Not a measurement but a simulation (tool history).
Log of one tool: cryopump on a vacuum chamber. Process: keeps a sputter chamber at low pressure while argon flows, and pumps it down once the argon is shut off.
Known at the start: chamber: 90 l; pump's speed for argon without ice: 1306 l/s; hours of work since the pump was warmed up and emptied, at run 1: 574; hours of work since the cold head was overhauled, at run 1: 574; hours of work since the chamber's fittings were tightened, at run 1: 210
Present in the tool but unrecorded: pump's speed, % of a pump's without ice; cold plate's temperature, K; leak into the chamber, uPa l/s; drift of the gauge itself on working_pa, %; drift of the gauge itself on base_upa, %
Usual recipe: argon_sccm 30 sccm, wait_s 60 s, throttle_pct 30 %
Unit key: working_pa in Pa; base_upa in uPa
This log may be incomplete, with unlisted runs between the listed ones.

| run | hour | argon_sccm | wait_s | throttle_pct | hours of work since the pump was warmed up and emptied | hours of work since the cold head was overhauled | hours of work since the chamber's fittings were tightened | working_pa | base_upa |
|---|---|---|---|---|---|---|---|---|---|
| 1 | 0 | 30 | 60 | 30 | 574 | 574 | 210 | 0.1375 | 1.81 |
| 2 | 23.9 | 30 | 60 | 30 | 589 | 589 | 225 | 0.1356 | 1.77 |
| 3 | 43.3 | 30 | 60 | 30 | 601 | 601 | 237 | 0.136 | 1.87 |
| 4 | 68.6 | 30 | 60 | 30 | 617 | 617 | 253 | 0.1361 | 1.8 |
| 5 | 92.4 | 30 | 60 | 30 | 632 | 632 | 268 | 0.1375 | 1.83 |
| 6 | 108 | 30 | 60 | 30 | 642 | 642 | 278 | 0.1354 | 1.77 |
| 7 | 134.1 | 30 | 60 | 30 | 659 | 659 | 294 | 0.137 | 1.79 |
| 8 | 169.3 | 30 | 60 | 30 | 681 | 681 | 317 | 0.1381 | 1.86 |
| 9 | 185.7 | 17 | 60 | 30 | 691 | 691 | 327 | 0.0782 | 1.89 |
| 10 | 218.5 | 17 | 60 | 30 | 712 | 712 | 347 | 0.0779 | 1.92 |
| 11 | 254.1 | 38 | 60 | 30 | 734 | 734 | 370 | 0.176 | 1.92 |
| 12 | 269.9 | 38 | 60 | 30 | 744 | 744 | 380 | 0.1754 | 2.01 |
| 13 | 287.1 | 30 | 119 | 30 | 755 | 755 | 391 | 0.1388 | 1.35 |
| 14 | 316.6 | 30 | 119 | 30 | 773 | 773 | 409 | 0.1395 | 1.32 |
| 15 | 336.2 | 30 | 119 | 30 | 786 | 786 | 422 | 0.1407 | 1.35 |
| 16 | 358.8 | 27 | 60 | 30 | 800 | 800 | 436 | 0.1249 | 1.96 |
| 17 | 378.8 | 39 | 60 | 30 | 812 | 812 | 448 | 0.1804 | 1.94 |
| 18 | 412.1 | 39 | 60 | 30 | 833 | 833 | 469 | 0.1809 | 2.02 |
| 19 | 438.5 | 57 | 145 | 60 | 850 | 850 | 486 | 0.1434 | 1.35 |
| 20 | 467.1 | 21 | 36 | 19 | 868 | 868 | 504 | 0.1518 | 2.91 |
| 21 | 483.8 | 15 | 52 | 55 | 879 | 879 | 514 | 0.0406 | 2.29 |
| 22 | 516.6 | 15 | 52 | 55 | 899 | 899 | 535 | 0.0407 | 2.34 |
| 23 | 536 | 15 | 21 | 55 | 911 | 911 | 547 | 0.0409 | 4.57 |
| 24 | 554.4 | 15 | 21 | 55 | 923 | 923 | 559 | 0.0411 | 4.47 |
| 25 | 581.8 | 15 | 21 | 55 | 940 | 940 | 576 | 0.0411 | 4.57 |
| 26 | 614.9 | 30 | 172 | 38 | 961 | 961 | 597 | 0.113 | 1.38 |
| 27 | 633.7 | 42 | 235 | 29 | 973 | 973 | 609 | 0.2053 | 1.29 |
| 28 | 669.7 | 42 | 235 | 29 | 996 | 996 | 631 | 0.2071 | 1.29 |
| 29 | 702.5 | 42 | 235 | 29 | 1016 | 1016 | 652 | 0.2044 | 1.32 |
| 30 | 733.5 | 42 | 235 | 29 | 1036 | 1036 | 672 | 0.2068 | 1.33 |
|  | 753.9 | pump warmed up, emptied and cooled again |
| 31 | 756.4 | 15 | 33 | 30 | 2 | 1047 | 683 | 0.0641 | 3.14 |
| 32 | 788.9 | 15 | 130 | 30 | 22 | 1067 | 703 | 0.0644 | 1.4 |
| 33 | 805.2 | 13 | 64 | 55 | 32 | 1078 | 713 | 0.0308 | 1.98 |
| 34 | 822.2 | 19 | 32 | 30 | 43 | 1088 | 724 | 0.0825 | 3.19 |
| 35 | 842.6 | 19 | 32 | 30 | 56 | 1101 | 737 | 0.083 | 3.15 |

Take each entry between the runs: how does the hidden state at the last listed run before it differ from the hidden state at the first listed run after it?
Between runs 30 and 31: pump warmed up, emptied and cooled again (hour 753.9)
  pump's speed, % of a pump's without ice: 75.3 -> 99.4; leak into the chamber, uPa l/s: 986 -> 999
  measured result minus the result with no hidden state, working_pa: +0.0183 -> +0.0002 Pa; base_upa: +0.79 -> +0.55 uPa
